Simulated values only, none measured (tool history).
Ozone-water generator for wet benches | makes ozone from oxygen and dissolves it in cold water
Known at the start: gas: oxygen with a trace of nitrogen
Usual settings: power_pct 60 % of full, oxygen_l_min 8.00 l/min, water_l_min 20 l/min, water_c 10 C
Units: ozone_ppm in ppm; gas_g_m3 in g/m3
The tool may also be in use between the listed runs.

| run | hour | power_pct | oxygen_l_min | water_l_min | water_c | ozone_ppm | gas_g_m3 |
|---|---|---|---|---|---|---|---|
| 1 | 0.0 | 60 | 8.00 | 20 | 10 | 33.7 | 200.2 |
| 2 | 111.4 | 60 | 8.00 | 20 | 10 | 34.0 | 200.4 |
| 3 | 215.2 | 60 | 8.00 | 20 | 10 | 34.1 | 198.0 |
| 4 | 359.5 | 60 | 8.00 | 20 | 10 | 34.1 | 199.3 |
| 5 | 500.0 | 60 | 5.33 | 20 | 10 | 35.0 | 256.4 |
| 6 | 615.6 | 60 | 5.33 | 20 | 10 | 35.4 | 259.0 |
| 7 | 756.2 | 60 | 8.00 | 20 | 10 | 33.6 | 199.6 |
| 8 | 863.3 | 60 | 8.00 | 20 | 10 | 34.0 | 201.2 |
|  | 981.1 | electrodes of the discharge changed |
| 9 | 1040.9 | 84 | 8.00 | 20 | 10 | 45.3 | 269.0 |
| 10 | 1136.0 | 84 | 8.00 | 20 | 6 | 47.9 | 269.4 |
| 11 | 1280.2 | 60 | 5.65 | 20 | 10 | 34.9 | 253.6 |
| 12 | 1379.3 | 60 | 5.65 | 20 | 10 | 34.9 | 252.0 |
| 13 | 1464.6 | 60 | 8.00 | 20 | 10 | 34.0 | 200.5 |
| 14 | 1602.5 | 60 | 8.00 | 20 | 10 | 33.7 | 201.0 |
| 15 | 1679.8 | 60 | 10.24 | 20 | 10 | 32.5 | 171.4 |
| 16 | 1794.0 | 60 | 8.00 | 20 | 10 | 33.6 | 202.3 |
|  | 1893.9 | water thermometer calibrated |
| 17 | 1935.5 | 64 | 4.24 | 15 | 7 | 47.9 | 319.5 |
| 18 | 2065.9 | 64 | 4.24 | 18 | 7 | 41.4 | 320.4 |
| 19 | 2242.5 | 96 | 9.23 | 15 | 7 | 62.9 | 279.6 |
| 20 | 2332.8 | 96 | 9.23 | 15 | 7 | 62.9 | 279.7 |
| 21 | 2429.9 | 96 | 9.23 | 15 | 7 | 62.5 | 281.6 |
| 22 | 2560.5 | 96 | 9.23 | 15 | 7 | 62.4 | 276.8 |
| 23 | 2691.3 | 81 | 12.86 | 20 | 8 | 41.9 | 195.8 |
| 24 | 2819.6 | 89 | 4.82 | 20 | 10 | 49.4 | 395.9 |
| 25 | 2940.0 | 60 | 4.35 | 13 | 9 | 48.7 | 300.7 |
| 26 | 3055.4 | 45 | 7.52 | 14 | 10 | 32.8 | 165.3 |
| 27 | 3153.7 | 66 | 7.52 | 14 | 7 | 48.9 | 233.0 |
| 28 | 3309.1 | 66 | 7.52 | 14 | 7 | 48.6 | 231.2 |
| 29 | 3422.3 | 66 | 7.52 | 14 | 7 | 48.7 | 230.3 |
| 30 | 3567.6 | 84 | 6.67 | 20 | 10 | 46.5 | 309.8 |
| 31 | 3669.3 | 60 | 8.00 | 13 | 11 | 42.8 | 205.4 |
| 32 | 3755.8 | 60 | 8.00 | 13 | 11 | 42.6 | 204.8 |

The same runs without the tool's hidden state, with the same run-to-run variation:
The hidden state here: yield of the discharge, % of new electrodes'; contactor's efficiency, % of a clean one's; true water temperature over the reading, C; drift of the gauge itself on ozone_ppm, %; drift of the gauge itself on gas_g_m3, %.
| run | gas_g_m3 |
|---|---|
| 1 | 200.5 |
| 2 | 200.6 |
| 3 | 198.0 |
| 4 | 199.1 |
| 5 | 256.0 |
| 6 | 258.4 |
| 7 | 198.9 |
| 8 | 200.3 |
| 9 | 266.9 |
| 10 | 267.1 |
| 11 | 251.2 |
| 12 | 249.5 |
| 13 | 198.4 |
| 14 | 198.6 |
| 15 | 169.3 |
| 16 | 199.7 |
| 17 | 315.1 |
| 18 | 315.7 |
| 19 | 275.1 |
| 20 | 275.1 |
| 21 | 276.7 |
| 22 | 271.7 |
| 23 | 192.1 |
| 24 | 388.1 |
| 25 | 294.5 |
| 26 | 161.7 |
| 27 | 227.8 |
| 28 | 225.8 |
| 29 | 224.7 |
| 30 | 302.1 |
| 31 | 200.0 |
| 32 | 199.4 |
ozone_ppm: within 0.1 ppm of the measured result in every run.
